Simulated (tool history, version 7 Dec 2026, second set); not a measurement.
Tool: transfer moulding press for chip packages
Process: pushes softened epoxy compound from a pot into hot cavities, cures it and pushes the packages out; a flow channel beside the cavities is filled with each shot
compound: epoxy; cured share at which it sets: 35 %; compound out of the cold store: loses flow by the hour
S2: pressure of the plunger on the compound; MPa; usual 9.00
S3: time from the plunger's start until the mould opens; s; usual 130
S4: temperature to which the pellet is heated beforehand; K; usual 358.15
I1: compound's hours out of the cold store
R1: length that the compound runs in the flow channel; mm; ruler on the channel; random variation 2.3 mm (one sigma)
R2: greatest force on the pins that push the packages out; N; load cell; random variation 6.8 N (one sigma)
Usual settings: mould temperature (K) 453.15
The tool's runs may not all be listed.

run 1 hour=0.0 | mould_temperature_(K)=453.15 S2=9.00 S3=130 S4=358.15 | I1=45.6 | R1=649 R2=347
-- hour=10.6 cavities cleaned with cleaning compound and waxed
run 2 hour=17.9 | mould_temperature_(K)=455.15 S2=9.00 S3=130 S4=358.15 | I1=22.2 | R1=718 R2=282
run 3 hour=34.6 | mould_temperature_(K)=453.15 S2=9.00 S3=130 S4=358.15 | I1=8.5 | R1=768 R2=373
-- hour=50.9 cavities cleaned with cleaning compound and waxed
run 4 hour=59.5 | mould_temperature_(K)=453.15 S2=9.00 S3=130 S4=358.15 | I1=26.6 | R1=705 R2=302
run 5 hour=83.2 | mould_temperature_(K)=453.15 S2=9.00 S3=137 S4=358.15 | I1=11.3 | R1=750 R2=342
-- hour=92.2 cavities cleaned with cleaning compound and waxed
run 6 hour=98.2 | mould_temperature_(K)=453.15 S2=9.00 S3=137 S4=358.15 | I1=31.5 | R1=683 R2=303
run 7 hour=124.4 | mould_temperature_(K)=453.15 S2=9.00 S3=137 S4=361.15 | I1=13.4 | R1=739 R2=335
-- hour=132.4 cavities cleaned with cleaning compound and waxed
run 8 hour=141.8 | mould_temperature_(K)=453.15 S2=9.00 S3=137 S4=361.15 | I1=44.8 | R1=639 R2=280
run 9 hour=158.1 | mould_temperature_(K)=453.15 S2=9.00 S3=137 S4=361.15 | I1=27.1 | R1=695 R2=324
-- hour=173.0 cavities cleaned with cleaning compound and waxed
-- hour=181.3 plunger's sealing rings changed
run 10 hour=183.7 | mould_temperature_(K)=453.15 S2=8.82 S3=112 S4=358.15 | I1=45.1 | R1=650 R2=380
run 11 hour=207.9 | mould_temperature_(K)=453.15 S2=8.82 S3=112 S4=358.15 | I1=17.7 | R1=733 R2=468
-- hour=215.6 cavities cleaned with cleaning compound and waxed
run 12 hour=234.8 | mould_temperature_(K)=453.15 S2=8.82 S3=112 S4=358.15 | I1=46.5 | R1=641 R2=388
run 13 hour=253.9 | mould_temperature_(K)=457.15 S2=8.82 S3=143 S4=358.15 | I1=37.6 | R1=655 R2=303
-- hour=256.5 cavities cleaned with cleaning compound and waxed
run 14 hour=282.2 | mould_temperature_(K)=457.15 S2=6.97 S3=163 S4=354.15 | I1=17.8 | R1=632 R2=294
-- hour=297.8 cavities cleaned with cleaning compound and waxed
run 15 hour=309.4 | mould_temperature_(K)=457.15 S2=6.97 S3=163 S4=354.15 | I1=29.4 | R1=598 R2=270
run 16 hour=331.1 | mould_temperature_(K)=457.15 S2=6.97 S3=163 S4=354.15 | I1=46.0 | R1=558 R2=296
-- hour=338.9 cavities cleaned with cleaning compound and waxed
run 17 hour=349.1 | mould_temperature_(K)=450.15 S2=6.97 S3=112 S4=356.15 | I1=39.9 | R1=584 R2=468

5 ways to go on from here, each from the tool as it stands after run 17. What would each give?
run A hour=369.8 | mould_temperature_(K)=453.15 S2=10.83 S3=131 S4=355.15 | I1=37.5 | R1=? R2=?
run B hour=369.8 | mould_temperature_(K)=449.15 S2=7.08 S3=112 S4=360.15 | I1=9.5 | R1=? R2=?
run C hour=369.8 | mould_temperature_(K)=454.15 S2=6.97 S3=116 S4=356.15 | I1=23.9 | R1=? R2=?
run D hour=369.8 | mould_temperature_(K)=450.15 S2=10.46 S3=112 S4=361.15 | I1=42.5 | R1=? R2=?
run E hour=369.8 | mould_temperature_(K)=455.15 S2=9.00 S3=113 S4=358.15 | I1=16.6 | R1=? R2=?

run=A R1=723 R2=355
run=B R1=681 R2=650
run=C R1=619 R2=418
run=D R1=705 R2=501
run=E R1=721 R2=402
Without the tool's hidden state the same runs would have given:
run=A R1=745 R2=288
run=B R1=702 R2=539
run=C R1=638 R2=343
run=D R1=727 R2=412
run=E R1=743 R2=328

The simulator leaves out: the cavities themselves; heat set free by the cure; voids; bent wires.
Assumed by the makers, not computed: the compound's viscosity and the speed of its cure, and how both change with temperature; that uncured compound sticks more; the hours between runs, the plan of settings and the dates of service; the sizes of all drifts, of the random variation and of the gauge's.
